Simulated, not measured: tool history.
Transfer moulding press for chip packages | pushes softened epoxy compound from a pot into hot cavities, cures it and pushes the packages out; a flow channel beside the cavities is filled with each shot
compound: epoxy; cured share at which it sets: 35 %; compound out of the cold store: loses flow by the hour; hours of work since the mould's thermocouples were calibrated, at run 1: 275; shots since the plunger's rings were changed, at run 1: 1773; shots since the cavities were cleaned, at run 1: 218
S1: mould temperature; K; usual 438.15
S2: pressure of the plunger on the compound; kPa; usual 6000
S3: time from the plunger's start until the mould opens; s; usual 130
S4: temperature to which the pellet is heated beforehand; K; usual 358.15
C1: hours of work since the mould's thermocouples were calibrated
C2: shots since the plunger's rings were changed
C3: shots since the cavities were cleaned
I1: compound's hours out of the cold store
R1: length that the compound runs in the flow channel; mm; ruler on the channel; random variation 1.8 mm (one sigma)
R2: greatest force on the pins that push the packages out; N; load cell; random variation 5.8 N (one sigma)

{"run": 1, "hour": 0.0, "S1": 438.15, "S2": 6000, "S3": 130, "S4": 358.15, "C1": 275, "C2": 1773, "C3": 218, "I1": 14.3, "R1": 744, "R2": 332}
{"run": 2, "hour": 10.3, "S1": 438.15, "S2": 6000, "S3": 130, "S4": 361.15, "C1": 281, "C2": 1860, "C3": 305, "I1": 43.7, "R1": 674, "R2": 349}
{"run": 3, "hour": 19.1, "S1": 438.15, "S2": 6000, "S3": 130, "S4": 361.15, "C1": 286, "C2": 1936, "C3": 381, "I1": 25, "R1": 720, "R2": 377}
{"run": 4, "hour": 34.1, "S1": 438.15, "S2": 6000, "S3": 130, "S4": 361.15, "C1": 295, "C2": 2064, "C3": 509, "I1": 25.2, "R1": 718, "R2": 408}
{"run": 5, "hour": 55.0, "S1": 438.15, "S2": 6000, "S3": 130, "S4": 364.15, "C1": 307, "C2": 2242, "C3": 687, "I1": 47.6, "R1": 666, "R2": 387}
{"run": 6, "hour": 70.5, "S1": 438.15, "S2": 6000, "S3": 154, "S4": 364.15, "C1": 315, "C2": 2375, "C3": 820, "I1": 14.6, "R1": 737, "R2": 395}
{"run": 7, "hour": 87.9, "S1": 437.15, "S2": 6000, "S3": 130, "S4": 358.15, "C1": 325, "C2": 2523, "C3": 968, "I1": 46.4, "R1": 672, "R2": 433}
{"hour": 91.3, "done": "cavities cleaned with cleaning compound and waxed"}
{"run": 8, "hour": 99.9, "S1": 437.15, "S2": 6000, "S3": 130, "S4": 358.15, "C1": 331, "C2": 2613, "C3": 74, "I1": 14.9, "R1": 746, "R2": 256}
{"run": 9, "hour": 112.3, "S1": 437.15, "S2": 6000, "S3": 130, "S4": 358.15, "C1": 338, "C2": 2719, "C3": 180, "I1": 24.4, "R1": 721, "R2": 312}
{"hour": 134.8, "done": "plunger's sealing rings changed"}
{"run": 10, "hour": 135.5, "S1": 444.15, "S2": 6000, "S3": 130, "S4": 359.15, "C1": 350, "C2": 7, "C3": 357, "I1": 33.2, "R1": 681, "R2": 325}
{"run": 11, "hour": 149.6, "S1": 434.15, "S2": 6000, "S3": 130, "S4": 358.15, "C1": 358, "C2": 127, "C3": 477, "I1": 29.9, "R1": 738, "R2": 445}
{"run": 12, "hour": 163.5, "S1": 437.15, "S2": 6830, "S3": 130, "S4": 358.15, "C1": 366, "C2": 246, "C3": 596, "I1": 20.7, "R1": 793, "R2": 406}
{"run": 13, "hour": 175.1, "S1": 438.15, "S2": 6000, "S3": 119, "S4": 367.15, "C1": 373, "C2": 344, "C3": 694, "I1": 9.9, "R1": 762, "R2": 461}
{"run": 14, "hour": 187.1, "S1": 438.15, "S2": 5830, "S3": 151, "S4": 350.15, "C1": 380, "C2": 447, "C3": 797, "I1": 34, "R1": 694, "R2": 391}

Measured less the same run without the tool's hidden state. The same run-to-run variation is in both; the gauge's scatter may not be:
The hidden state here: true mould temperature over the reading, C; pressure that reaches the compound, % of what is set; grip of the stained cavities, % over clean ones'; drift of the gauge itself on flow_mm, %; drift of the gauge itself on push_out_n, %.
run=1 R1=-15 R2=+123
run=2 R1=-14 R2=+147
run=3 R1=-17 R2=+168
run=4 R1=-17 R2=+194
run=5 R1=-16 R2=+201
run=6 R1=-20 R2=+209
run=7 R1=-19 R2=+230
run=8 R1=-22 R2=+41
run=9 R1=-22 R2=+95
run=10 R1=-4 R2=+144
run=11 R1=-7 R2=+198
run=12 R1=-7 R2=+196
run=13 R1=-7 R2=+227
run=14 R1=-8 R2=+206

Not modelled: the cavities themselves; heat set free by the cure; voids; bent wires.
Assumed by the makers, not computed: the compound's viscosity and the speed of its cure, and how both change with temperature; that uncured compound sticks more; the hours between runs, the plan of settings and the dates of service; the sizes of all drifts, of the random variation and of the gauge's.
